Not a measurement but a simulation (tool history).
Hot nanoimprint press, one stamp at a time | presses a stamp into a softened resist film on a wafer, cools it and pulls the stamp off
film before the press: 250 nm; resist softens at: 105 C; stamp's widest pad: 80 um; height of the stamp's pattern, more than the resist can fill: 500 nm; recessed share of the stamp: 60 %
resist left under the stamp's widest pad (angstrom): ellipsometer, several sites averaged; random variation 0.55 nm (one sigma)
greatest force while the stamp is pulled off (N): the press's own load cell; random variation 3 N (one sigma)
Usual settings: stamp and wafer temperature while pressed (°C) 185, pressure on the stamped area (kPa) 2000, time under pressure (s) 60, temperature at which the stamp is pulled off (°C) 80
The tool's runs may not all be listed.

run   hour  stamp and wafer temperature while pressed (°C)  pressure on the stamped area (kPa)  time under pressure (s)  temperature at which the stamp is pulled off (°C)  resist left under the stamp's widest pad (angstrom)  greatest force while the stamp is pulled off (N)
  1    0.0                                             185                                2000                       60                                                 80                                                 1178                                               234
  2   16.5                                             185                                2000                       60                                                 80                                                 1180                                               235
  3   31.5                                             185                                2000                       60                                                 80                                                 1182                                               235
  4   38.7                                             185                                2000                       60                                                 80                                                 1171                                               235
  5   50.5                                             185                                2000                       60                                                 80                                                 1168                                               247
  6   63.6                                             185                                2000                       60                                                 80                                                 1175                                               243
  7   71.3                                             185                                2000                       60                                                 80                                                 1181                                               245
  8   84.7                                             185                                2000                       53                                                 80                                                 1218                                               245
  9   99.8                                             187                                3030                       53                                                 70                                                  938                                               264
     114.3  -- stamp cleaned and given a new release coat
 10  121.4                                             188                                2760                       31                                                 80                                                 1167                                               233
 11  138.6                                             188                                2760                       31                                                 80                                                 1174                                               236
 12  151.1                                             177                                1610                       60                                                 80                                                 1597                                               237
 13  160.3                                             192                                2010                       60                                                 85                                                  970                                               227
 14  168.3                                             192                                2010                       60                                                 85                                                  966                                               232
 15  176.3                                             192                                2010                       60                                                 85                                                  967                                               226
 16  191.8                                             192                                2010                       60                                                 85                                                  966                                               236

Forecast each of these 3 alternatives for the next run:
  A  199.3                                             185                                2950                       60                                                 80                                                    ?                                                 ?
  B  199.3                                             184                                2770                       60                                                 85                                                    ?                                                 ?
  C  199.3                                             190                                2000                       60                                                 80                                                    ?                                                 ?

run  resist left under the stamp's widest pad (angstrom)  greatest force while the stamp is pulled off (N)
  A                                                  971                                               241
  B                                                 1025                                               236
  C                                                 1016                                               235
Without the tool's hidden state the same runs would have given:
run  resist left under the stamp's widest pad (angstrom)  greatest force while the stamp is pulled off (N)
  A                                                  990                                               231
  B                                                 1046                                               226
  C                                                 1038                                               226

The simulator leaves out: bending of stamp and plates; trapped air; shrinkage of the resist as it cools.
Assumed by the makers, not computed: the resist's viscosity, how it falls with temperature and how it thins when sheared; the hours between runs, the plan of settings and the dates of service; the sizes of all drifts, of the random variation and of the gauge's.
